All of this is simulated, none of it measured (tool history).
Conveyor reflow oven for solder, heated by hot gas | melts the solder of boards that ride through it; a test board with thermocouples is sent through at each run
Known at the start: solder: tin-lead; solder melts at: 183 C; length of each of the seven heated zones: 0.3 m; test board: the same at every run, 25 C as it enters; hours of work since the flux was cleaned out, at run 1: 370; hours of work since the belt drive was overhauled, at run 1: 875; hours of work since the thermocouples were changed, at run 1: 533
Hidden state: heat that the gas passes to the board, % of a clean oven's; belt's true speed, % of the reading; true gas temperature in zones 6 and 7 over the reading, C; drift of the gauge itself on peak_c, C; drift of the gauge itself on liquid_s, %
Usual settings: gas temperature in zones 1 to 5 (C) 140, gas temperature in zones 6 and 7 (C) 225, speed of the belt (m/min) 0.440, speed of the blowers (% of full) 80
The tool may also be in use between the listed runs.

run    hour  gas temperature in zones 1 to 5 (C)  gas temperature in zones 6 and 7 (C)  speed of the belt (m/min)  speed of the blowers (% of full)  hours of work since the flux was cleaned out  hours of work since the belt drive was overhauled  hours of work since the thermocouples were changed  highest temperature of the board (C)  time above the solder's melting point (s)
  1     0.0                                  140                                   225                      0.440                                80                                           370                                                875                                                 533                                 210.7                                       58.6
       33.7  -- flux residue cleaned out of gas plates and filters
  2    97.8                                  140                                   223                      0.440                                80                                            45                                                940                                                 599                                 211.7                                       58.4
  3   139.0                                  140                                   223                      0.440                                80                                            74                                                969                                                 628                                 210.3                                       57.9
  4   222.0                                  140                                   223                      0.440                                80                                           133                                               1028                                                 686                                 210.6                                       56.9
  5   314.2                                  140                                   223                      0.440                                80                                           198                                               1093                                                 751                                 210.2                                       56.4
      328.7  -- thermocouples of zones 6 and 7 changed
  6   363.8                                  140                                   223                      0.440                                67                                           231                                               1126                                                  25                                 208.9                                       55.0
  7   414.3                                  140                                   227                      0.440                                80                                           267                                               1162                                                  60                                 213.2                                       61.1
  8   502.7                                  140                                   227                      0.440                                80                                           329                                               1224                                                 123                                 212.7                                       60.4
  9   544.9                                  140                                   227                      0.440                                80                                           359                                               1254                                                 153                                 213.5                                       60.8
      583.5  -- belt drive overhauled, speed set with a stopwatch
      598.8  -- flux residue cleaned out of gas plates and filters
 10   629.1                                  140                                   227                      0.363                                80                                            21                                                 29                                                 206                                 218.6                                       80.8
 11   677.8                                  140                                   224                      0.363                                80                                            56                                                 63                                                 240                                 215.3                                       79.2
 12   723.1                                  140                                   225                      0.440                                80                                            88                                                 95                                                 272                                 212.4                                       61.9
      741.1  -- belt drive overhauled, speed set with a stopwatch, once more
 13   821.7                                  140                                   225                      0.440                                58                                           154                                                 57                                                 339                                 207.3                                       53.6
 14   893.6                                  140                                   225                      0.440                                58                                           205                                                108                                                 389                                 206.9                                       52.0
 15   986.2                                  140                                   230                      0.440                                80                                           270                                                173                                                 455                                 215.3                                       59.6
 16  1058.1                                  141                                   225                      0.364                                53                                           321                                                224                                                 505                                 211.2                                       70.9
 17  1128.2                                  141                                   229                      0.512                                53                                           371                                                273                                                 555                                 203.0                                       39.5
     1164.7  -- flux residue cleaned out of gas plates and filters
 18  1185.1                                  140                                   223                      0.440                                63                                            14                                                310                                                 591                                 207.2                                       51.3
 19  1265.8                                  140                                   223                      0.440                                63                                            71                                                367                                                 648                                 207.5                                       52.7
 20  1309.5                                  140                                   223                      0.440                                63                                           102                                                397                                                 679                                 207.7                                       53.0
 21  1391.0                                  132                                   225                      0.440                                74                                           160                                                455                                                 737                                 209.0                                       52.8
     1427.5  -- thermocouples of zones 6 and 7 changed
 22  1484.4                                  140                                   225                      0.397                                80                                           224                                                519                                                  40                                 215.3                                       68.2
 23  1567.4                                  140                                   225                      0.397                                80                                           283                                                578                                                  99                                 215.3                                       67.9
 24  1645.4                                  140                                   225                      0.397                                80                                           338                                                633                                                 154                                 215.4                                       67.3
 25  1704.4                                  140                                   225                      0.397                                80                                           379                                                675                                                 195                                 213.5                                       66.4
     1727.2  -- flux residue cleaned out of gas plates and filters
 26  1756.1                                  136                                   225                      0.386                                80                                            20                                                708                                                 228                                 215.4                                       71.0
 27  1835.3                                  140                                   225                      0.440                                77                                            76                                                763                                                 284                                 211.1                                       59.6
 28  1904.5                                  140                                   225                      0.440                                77                                           125                                                812                                                 333                                 211.4                                       58.7
 29  1981.4                                  140                                   225                      0.518                                59                                           179                                                866                                                 387                                 203.7                                       38.4
 30  2041.3                                  140                                   225                      0.518                                59                                           222                                                909                                                 429                                 203.5                                       39.7

Forecast each of these 4 alternatives for the next run:
  A  2093.2                                  140                                   225                      0.363                                80                                           258                                                945                                                 466                                     ?                                          ?
  B  2093.2                                  140                                   232                      0.388                                80                                           258                                                945                                                 466                                     ?                                          ?
  C  2093.2                                  126                                   225                      0.516                                87                                           258                                                945                                                 466                                     ?                                          ?
  D  2093.2                                  148                                   217                      0.518                                64                                           258                                                945                                                 466                                     ?                                          ?

run  highest temperature of the board (C)  time above the solder's melting point (s)
  A                                 215.2                                       76.0
  B                                 220.6                                       75.1
  C                                 205.3                                       38.7
  D                                 198.8                                       37.2
Without the tool's hidden state the same runs would have given:
run  highest temperature of the board (C)  time above the solder's melting point (s)
  A                                 216.9                                       77.1
  B                                 222.5                                       76.0
  C                                 207.7                                       41.2
  D                                 200.7                                       39.7
